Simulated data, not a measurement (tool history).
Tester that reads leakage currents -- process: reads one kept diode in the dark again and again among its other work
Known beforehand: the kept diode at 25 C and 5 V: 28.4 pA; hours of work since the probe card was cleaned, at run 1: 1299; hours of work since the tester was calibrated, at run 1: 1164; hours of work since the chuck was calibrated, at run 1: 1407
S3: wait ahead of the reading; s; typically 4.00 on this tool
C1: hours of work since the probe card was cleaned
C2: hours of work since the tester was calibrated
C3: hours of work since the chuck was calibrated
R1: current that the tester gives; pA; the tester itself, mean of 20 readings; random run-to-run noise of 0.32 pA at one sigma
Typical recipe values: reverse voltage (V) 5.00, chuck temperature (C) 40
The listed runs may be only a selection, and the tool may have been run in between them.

run 1 hour=0.0 | reverse_voltage_(V)=5.00 chuck_temperature_(C)=40 S3=4.00 | C1=1299 C2=1164 C3=1407 | R1=132.30
run 2 hour=37.4 | reverse_voltage_(V)=5.00 chuck_temperature_(C)=35 S3=4.00 | C1=1314 C2=1179 C3=1422 | R1=91.58
run 3 hour=98.1 | reverse_voltage_(V)=5.00 chuck_temperature_(C)=35 S3=4.00 | C1=1338 C2=1204 C3=1446 | R1=91.80
run 4 hour=153.1 | reverse_voltage_(V)=5.00 chuck_temperature_(C)=35 S3=4.00 | C1=1361 C2=1226 C3=1468 | R1=92.39
run 5 hour=221.7 | reverse_voltage_(V)=5.00 chuck_temperature_(C)=54 S3=4.00 | C1=1388 C2=1253 C3=1496 | R1=375.93
-- hour=265.0 probe card cleaned and baked
run 6 hour=308.5 | reverse_voltage_(V)=5.00 chuck_temperature_(C)=54 S3=4.00 | C1=17 C2=1287 C3=1530 | R1=383.84
run 7 hour=383.0 | reverse_voltage_(V)=5.00 chuck_temperature_(C)=40 S3=0.46 | C1=47 C2=1317 C3=1559 | R1=143.55
run 8 hour=434.1 | reverse_voltage_(V)=5.00 chuck_temperature_(C)=40 S3=0.46 | C1=68 C2=1337 C3=1580 | R1=144.03
run 9 hour=476.9 | reverse_voltage_(V)=5.00 chuck_temperature_(C)=40 S3=4.00 | C1=85 C2=1355 C3=1597 | R1=139.88
run 10 hour=535.5 | reverse_voltage_(V)=5.00 chuck_temperature_(C)=40 S3=4.00 | C1=109 C2=1378 C3=1621 | R1=140.63
run 11 hour=580.9 | reverse_voltage_(V)=5.00 chuck_temperature_(C)=40 S3=4.00 | C1=127 C2=1396 C3=1639 | R1=141.80
-- hour=591.5 probe card cleaned and baked, once more
run 12 hour=632.1 | reverse_voltage_(V)=5.00 chuck_temperature_(C)=40 S3=4.00 | C1=16 C2=1416 C3=1658 | R1=123.06
run 13 hour=699.1 | reverse_voltage_(V)=5.00 chuck_temperature_(C)=40 S3=4.00 | C1=43 C2=1443 C3=1685 | R1=124.04
run 14 hour=763.7 | reverse_voltage_(V)=5.00 chuck_temperature_(C)=40 S3=4.00 | C1=69 C2=1469 C3=1711 | R1=124.14
run 15 hour=835.9 | reverse_voltage_(V)=5.00 chuck_temperature_(C)=40 S3=4.20 | C1=98 C2=1498 C3=1740 | R1=124.51
run 16 hour=880.2 | reverse_voltage_(V)=11.52 chuck_temperature_(C)=36 S3=4.00 | C1=116 C2=1515 C3=1758 | R1=134.91
run 17 hour=939.6 | reverse_voltage_(V)=1.40 chuck_temperature_(C)=28 S3=1.58 | C1=140 C2=1539 C3=1782 | R1=24.75
run 18 hour=1020.0 | reverse_voltage_(V)=10.06 chuck_temperature_(C)=32 S3=5.41 | C1=172 C2=1572 C3=1814 | R1=91.73

Run 19 has not been measured yet. What should we expect?
run 19 hour=1095.5 | reverse_voltage_(V)=13.79 chuck_temperature_(C)=33 S3=2.86 | C1=202 C2=1602 C3=1845 | R1=?

R1: 119.68 pA
Take away the tool's hidden state, keep the run-to-run variation as it was, and the same run would have given R1 96.47 pA.

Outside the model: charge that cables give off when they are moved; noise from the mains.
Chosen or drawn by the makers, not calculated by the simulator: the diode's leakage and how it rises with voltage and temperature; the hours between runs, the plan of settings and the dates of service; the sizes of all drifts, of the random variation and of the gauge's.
